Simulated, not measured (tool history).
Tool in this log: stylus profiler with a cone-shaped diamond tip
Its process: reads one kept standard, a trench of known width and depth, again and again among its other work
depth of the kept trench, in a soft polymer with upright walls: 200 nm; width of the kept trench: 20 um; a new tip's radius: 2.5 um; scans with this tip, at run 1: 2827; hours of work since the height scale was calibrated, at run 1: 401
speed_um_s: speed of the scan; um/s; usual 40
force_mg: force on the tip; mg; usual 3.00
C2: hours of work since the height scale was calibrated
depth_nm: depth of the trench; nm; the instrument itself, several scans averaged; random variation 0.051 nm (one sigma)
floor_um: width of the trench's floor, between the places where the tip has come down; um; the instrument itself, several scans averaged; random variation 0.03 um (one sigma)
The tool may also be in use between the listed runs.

Run 1, hour 0.0: usual settings; scans with this tip 2827; C2 401. Result: depth_nm 203.84 nm, floor_um 17.80 um.
Run 2, hour 72.0: usual settings but speed_um_s 20 um/s; scans with this tip 3046; C2 432. Result: depth_nm 203.69 nm, floor_um 17.87 um.
Run 3, hour 123.0: usual settings but force_mg 7.17 mg; scans with this tip 3202; C2 454. Result: depth_nm 206.55 nm, floor_um 17.84 um.
Run 4, hour 182.9: usual settings but force_mg 7.17 mg; scans with this tip 3384; C2 480. Result: depth_nm 206.56 nm, floor_um 17.77 um.
Run 5, hour 231.1: usual settings but speed_um_s 136 um/s; scans with this tip 3531; C2 501. Result: depth_nm 203.77 nm, floor_um 17.53 um.
Run 6, hour 266.6: usual settings but speed_um_s 136 um/s; scans with this tip 3639; C2 516. Result: depth_nm 203.96 nm, floor_um 17.57 um.
Run 7, hour 332.9: usual settings but speed_um_s 136 um/s; scans with this tip 3841; C2 545. Result: depth_nm 203.90 nm, floor_um 17.51 um.
Run 8, hour 383.1: usual settings but speed_um_s 136 um/s; scans with this tip 3994; C2 566. Result: depth_nm 203.82 nm, floor_um 17.52 um.
Run 9, hour 432.2: usual settings but speed_um_s 136 um/s; scans with this tip 4143; C2 587. Result: depth_nm 203.90 nm, floor_um 17.50 um.
Run 10, hour 482.4: usual settings but speed_um_s 136 um/s; scans with this tip 4296; C2 609. Result: depth_nm 203.95 nm, floor_um 17.54 um.
Run 11, hour 526.3: usual settings but speed_um_s 136 um/s; scans with this tip 4430; C2 628. Result: depth_nm 203.92 nm, floor_um 17.54 um.
Run 12, hour 584.4: usual settings but speed_um_s 136 um/s; scans with this tip 4606; C2 653. Result: depth_nm 203.92 nm, floor_um 17.48 um.
Run 13, hour 649.3: usual settings but speed_um_s 136 um/s; scans with this tip 4804; C2 681. Result: depth_nm 204.07 nm, floor_um 17.47 um.
Run 14, hour 707.2: usual settings but speed_um_s 136 um/s, force_mg 1.48 mg; scans with this tip 4980; C2 706. Result: depth_nm 202.72 nm, floor_um 17.35 um.
Run 15, hour 739.3: usual settings but speed_um_s 136 um/s, force_mg 1.48 mg; scans with this tip 5078; C2 720. Result: depth_nm 202.67 nm, floor_um 17.35 um.
Run 16, hour 809.1: usual settings; scans with this tip 5290; C2 750. Result: depth_nm 204.05 nm, floor_um 17.75 um.
Run 17, hour 845.8: usual settings; scans with this tip 5402; C2 766. Result: depth_nm 204.03 nm, floor_um 17.69 um.
Run 18, hour 892.1: usual settings; scans with this tip 5543; C2 786. Result: depth_nm 204.01 nm, floor_um 17.70 um.
At hour 898.3: height scale calibrated on a step standard.
Run 19, hour 947.0: usual settings; scans with this tip 5709; C2 21. Result: depth_nm 204.23 nm, floor_um 17.67 um.
Run 20, hour 1021.1: usual settings but speed_um_s 11 um/s, force_mg 2.43 mg; scans with this tip 5935; C2 53. Result: depth_nm 203.82 nm, floor_um 17.75 um.
Run 21, hour 1071.2: usual settings but speed_um_s 11 um/s, force_mg 2.43 mg; scans with this tip 6087; C2 75. Result: depth_nm 203.69 nm, floor_um 17.74 um.
Run 22, hour 1101.2: usual settings but speed_um_s 11 um/s, force_mg 2.43 mg; scans with this tip 6179; C2 88. Result: depth_nm 203.67 nm, floor_um 17.75 um.
Run 23, hour 1163.0: usual settings but speed_um_s 11 um/s, force_mg 1.28 mg; scans with this tip 6367; C2 114. Result: depth_nm 202.73 nm, floor_um 17.71 um.
Run 24, hour 1213.5: usual settings but speed_um_s 11 um/s, force_mg 1.28 mg; scans with this tip 6520; C2 136. Result: depth_nm 202.67 nm, floor_um 17.74 um.
At hour 1249.3: height scale calibrated on a step standard, once more.
Run 25, hour 1278.1: usual settings but speed_um_s 11 um/s, force_mg 1.28 mg; scans with this tip 6715; C2 12. Result: depth_nm 202.03 nm, floor_um 17.72 um.
Run 26, hour 1318.7: usual settings but speed_um_s 79 um/s, force_mg 1.72 mg; scans with this tip 6839; C2 30. Result: depth_nm 202.49 nm, floor_um 17.51 um.
Run 27, hour 1357.9: usual settings but speed_um_s 85 um/s, force_mg 2.57 mg; scans with this tip 6959; C2 47. Result: depth_nm 203.18 nm, floor_um 17.50 um.
Run 28, hour 1415.8: usual settings but speed_um_s 71 um/s, force_mg 1.55 mg; scans with this tip 7135; C2 72. Result: depth_nm 202.25 nm, floor_um 17.46 um.
Run 29, hour 1485.8: usual settings but force_mg 3.13 mg; scans with this tip 7348; C2 102. Result: depth_nm 203.69 nm, floor_um 17.60 um.
Run 30, hour 1530.4: usual settings but force_mg 3.13 mg; scans with this tip 7484; C2 121. Result: depth_nm 203.68 nm, floor_um 17.62 um.
Run 31, hour 1560.4: usual settings but speed_um_s 10 um/s, force_mg 6.05 mg; scans with this tip 7575; C2 134. Result: depth_nm 205.65 nm, floor_um 17.66 um.
Run 32, hour 1629.5: usual settings but speed_um_s 13 um/s, force_mg 4.88 mg; scans with this tip 7785; C2 164. Result: depth_nm 204.90 nm, floor_um 17.64 um.
Run 33, hour 1689.3: usual settings but speed_um_s 13 um/s, force_mg 4.88 mg; scans with this tip 7968; C2 190. Result: depth_nm 204.90 nm, floor_um 17.66 um.
Run 34, hour 1723.3: usual settings but speed_um_s 13 um/s, force_mg 4.35 mg; scans with this tip 8071; C2 205. Result: depth_nm 204.62 nm, floor_um 17.65 um.
Run 35, hour 1754.3: usual settings but speed_um_s 13 um/s, force_mg 4.35 mg; scans with this tip 8166; C2 218. Result: depth_nm 204.68 nm, floor_um 17.67 um.
Run 36, hour 1821.1: usual settings but speed_um_s 21 um/s; scans with this tip 8369; C2 247. Result: depth_nm 203.73 nm, floor_um 17.69 um.
Run 37, hour 1885.7: usual settings but speed_um_s 48 um/s, force_mg 1.75 mg; scans with this tip 8566; C2 275. Result: depth_nm 202.69 nm, floor_um 17.52 um.

Selected run-to-run steps in depth_nm, each split into two signed amounts: the part the tool would show with no hidden state at all (from settings, incoming material and random variation), and the remainder, which goes to the hidden state together with any gauge scatter not common to the measured and the hidden-state-free results:
The hidden state here: radius of the tip, um; height scale over the true one, %; drift of the gauge itself on depth_nm, %; drift of the gauge itself on floor_um, %.
Run 2 -> 3: speed_um_s 20 -> 40, force_mg 3.00 -> 7.17. depth_nm +2.86 nm: hidden state +0.02, all else +2.84.
Run 4 -> 5: speed_um_s 40 -> 136, force_mg 7.17 -> 3.00. depth_nm -2.79 nm: hidden state +0.01, all else -2.80.
Run 12 -> 13: nothing adjusted, nothing logged. depth_nm +0.15 nm: hidden state +0.03, all else +0.12.
Run 18 -> 19: height scale calibrated on a step standard. depth_nm +0.22 nm: hidden state +0.12, all else +0.10.
Run 24 -> 25: height scale calibrated on a step standard, once more. depth_nm -0.64 nm: hidden state -0.73, all else +0.09.
Run 30 -> 31: speed_um_s 40 -> 10, force_mg 3.13 -> 6.05. depth_nm +1.97 nm: hidden state +0.00, all else +1.97.
